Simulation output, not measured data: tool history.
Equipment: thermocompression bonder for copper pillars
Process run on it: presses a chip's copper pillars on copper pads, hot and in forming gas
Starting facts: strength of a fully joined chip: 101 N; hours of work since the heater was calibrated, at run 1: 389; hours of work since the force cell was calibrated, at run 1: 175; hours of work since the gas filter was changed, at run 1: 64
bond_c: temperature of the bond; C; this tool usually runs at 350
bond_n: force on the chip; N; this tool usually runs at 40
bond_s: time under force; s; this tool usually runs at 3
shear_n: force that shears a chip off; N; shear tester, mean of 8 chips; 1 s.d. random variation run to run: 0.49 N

run	day	bond_c	bond_n	bond_s	hours of work since the heater was calibrated	hours of work since the force cell was calibrated	hours of work since the gas filter was changed	shear_n
1	0	350	40	3	389	175	64	65.6
2	0.429	350	40	3	393	180	68	65.4
3	0.704	350	40	3	396	183	71	66.5
4	1.108	350	40	3	400	187	75	65.4
5	1.375	350	40	3	403	190	78	66.4
6	1.575	350	40	3	405	192	80	65.6
7	2	350	40	3	410	196	85	65.5
8	2.275	350	40	3	413	199	88	65
9	2.562	350	40	3	416	202	91	65.4
10	2.892	350	40	3	419	206	94	66.2
11	3.104	350	40	3	421	208	96	65.9
12	3.279	339	40	3	423	210	98	61.3
13	3.708	350	41	3	428	214	103	67.2
14	3.921	350	41	3	430	216	105	65.8
15	4.171	360	28	4	433	219	108	62
16	4.379	350	33	3	435	221	110	59.4

Estimate the outcome of run 17 from the log above:
17	4.6	355	40	2	437	224	112	?

{"run 17": {"shear_n": 60.9}}
If the tool had no hidden condition, the same run with the same run-to-run variation would have returned shear_n 61.2 N.
